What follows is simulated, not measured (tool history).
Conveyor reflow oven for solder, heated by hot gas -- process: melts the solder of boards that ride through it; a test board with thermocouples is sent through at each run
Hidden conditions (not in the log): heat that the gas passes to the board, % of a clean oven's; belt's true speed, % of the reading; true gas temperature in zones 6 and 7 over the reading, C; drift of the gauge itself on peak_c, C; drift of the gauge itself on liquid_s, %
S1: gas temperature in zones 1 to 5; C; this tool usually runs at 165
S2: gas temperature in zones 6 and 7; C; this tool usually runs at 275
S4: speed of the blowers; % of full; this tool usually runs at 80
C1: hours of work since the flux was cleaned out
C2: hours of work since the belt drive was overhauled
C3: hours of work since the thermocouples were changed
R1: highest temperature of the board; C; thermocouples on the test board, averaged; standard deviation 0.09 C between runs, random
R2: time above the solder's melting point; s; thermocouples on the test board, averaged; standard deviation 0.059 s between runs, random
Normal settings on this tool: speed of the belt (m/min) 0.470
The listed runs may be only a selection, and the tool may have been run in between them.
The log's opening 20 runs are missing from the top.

Run 21, hour 428.2: usual settings but S1 154 C, S4 61 % of full; C1 309; C2 369; C3 309. Result: R1 256.05 C, R2 53.88 s.
Run 22, hour 450.2: usual settings but S1 159 C, S2 263 C, speed of the belt (m/min) 0.531, S4 70 % of full; C1 322; C2 382; C3 322. Result: R1 243.76 C, R2 39.77 s.
Run 23, hour 468.7: usual settings but S1 171 C, S2 283 C, speed of the belt (m/min) 0.403, S4 59 % of full; C1 333; C2 393; C3 333. Result: R1 270.67 C, R2 78.82 s.
Run 24, hour 498.3: usual settings but S1 152 C, S2 286 C, S4 58 % of full; C1 351; C2 411; C3 351. Result: R1 264.52 C, R2 58.50 s.
Run 25, hour 512.7: usual settings but speed of the belt (m/min) 0.515, S4 50 % of full; C1 360; C2 420; C3 360. Result: R1 251.19 C, R2 47.63 s.
At hour 537.8: flux residue cleaned out of gas plates and filters.
Run 26, hour 543.8: usual settings but speed of the belt (m/min) 0.531, S4 69 % of full; C1 4; C2 436; C3 376. Result: R1 257.02 C, R2 50.94 s.
Run 27, hour 577.1: usual settings but speed of the belt (m/min) 0.449, S4 70 % of full; C1 24; C2 456; C3 396. Result: R1 262.64 C, R2 64.94 s.
Run 28, hour 592.0: usual settings but speed of the belt (m/min) 0.449, S4 70 % of full; C1 33; C2 465; C3 405. Result: R1 262.62 C, R2 64.91 s.
Run 29, hour 620.3: usual settings but speed of the belt (m/min) 0.449, S4 70 % of full; C1 50; C2 482; C3 422. Result: R1 262.35 C, R2 64.81 s.
Run 30, hour 638.7: usual settings but S1 174 C, S2 269 C; C1 61; C2 493; C3 433. Result: R1 258.29 C, R2 62.62 s.
Run 31, hour 654.4: usual settings but S1 174 C, S2 271 C, S4 53 % of full; C1 71; C2 503; C3 442. Result: R1 255.45 C, R2 59.73 s.
Run 32, hour 668.3: usual settings but S1 168 C, S2 279 C, speed of the belt (m/min) 0.437, S4 67 % of full; C1 79; C2 511; C3 451. Result: R1 266.89 C, R2 69.90 s.

Forecast each of these 3 alternatives for the next run:
Run A, hour 682.1: usual settings but S2 273 C, speed of the belt (m/min) 0.384, S4 57 % of full; C1 87; C2 520; C3 459. Result: R1 ?, R2 ?.
Run B, hour 682.1: usual settings but S2 266 C; C1 87; C2 520; C3 459. Result: R1 ?, R2 ?.
Run C, hour 682.1: usual settings but S2 287 C, speed of the belt (m/min) 0.394, S4 73 % of full; C1 87; C2 520; C3 459. Result: R1 ?, R2 ?.

run      R1     R2
  A  262.78  76.69
  B  254.54  57.38
  C  277.92  82.64
With the hidden condition removed and each run's random variation left untouched, the same runs would have given:
run      R1     R2
  A  262.12  75.90
  B  254.05  56.88
  C  277.31  81.91
